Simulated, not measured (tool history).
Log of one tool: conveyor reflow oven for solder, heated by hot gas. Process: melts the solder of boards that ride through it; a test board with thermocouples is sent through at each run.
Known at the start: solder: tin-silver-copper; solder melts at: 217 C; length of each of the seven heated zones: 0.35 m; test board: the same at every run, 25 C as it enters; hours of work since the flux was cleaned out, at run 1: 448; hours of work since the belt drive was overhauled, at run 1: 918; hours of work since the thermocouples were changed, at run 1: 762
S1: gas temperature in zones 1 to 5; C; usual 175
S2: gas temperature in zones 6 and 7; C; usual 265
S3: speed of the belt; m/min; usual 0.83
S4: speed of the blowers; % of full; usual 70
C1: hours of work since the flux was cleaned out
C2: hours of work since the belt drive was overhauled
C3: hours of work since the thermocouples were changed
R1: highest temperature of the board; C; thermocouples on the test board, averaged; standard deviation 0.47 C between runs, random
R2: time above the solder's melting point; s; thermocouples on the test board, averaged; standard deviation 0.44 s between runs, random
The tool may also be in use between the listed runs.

run	hour	S1	S2	S3	S4	C1	C2	C3	R1	R2
1	0	175	265	0.83	70	448	918	762	244	32.7
# hour 39: flux residue cleaned out of gas plates and filters
2	51.6	175	265	0.83	70	7	945	790	247.5	36.3
3	85.7	175	265	0.83	70	28	965	810	247.5	35.7
4	157.5	184	265	0.83	70	70	1008	853	249.2	38.6
5	187.3	188	265	0.83	70	88	1026	870	249.3	40.1
# hour 209.5: belt drive overhauled, speed set with a stopwatch
6	257	175	265	0.83	70	127	28	909	246.4	34.2
7	321.9	175	265	0.684	70	165	67	948	251.3	46.4
8	368.9	175	262	0.72	56	193	95	976	244.1	39.1
9	415.9	166	265	0.83	59	221	122	1003	240.5	27
10	457.3	166	265	0.83	59	246	147	1028	240.2	27.4
11	517.6	166	273	0.83	52	282	183	1064	244.2	30.3
12	557.2	166	273	0.83	52	305	206	1087	243.9	29.7

5 ways to go on from here, each from the tool as it stands after run 12. What would each give?
A	592.1	175	265	0.83	52	326	227	1108	?	?
B	592.1	183	273	0.967	73	326	227	1108	?	?
C	592.1	164	265	0.987	70	326	227	1108	?	?
D	592.1	175	268	0.83	62	326	227	1108	?	?
E	592.1	190	273	0.812	64	326	227	1108	?	?

run	R1	R2
A	239	28.9
B	246.7	31
C	234.3	18.3
D	244.3	32
E	253.1	43.3
Stripped of hidden state, with their random variation kept, the same runs would have yielded:
run	R1	R2
A	244.5	33.1
B	253	34.3
C	241	23.3
D	250.1	35.8
E	258.6	45.8
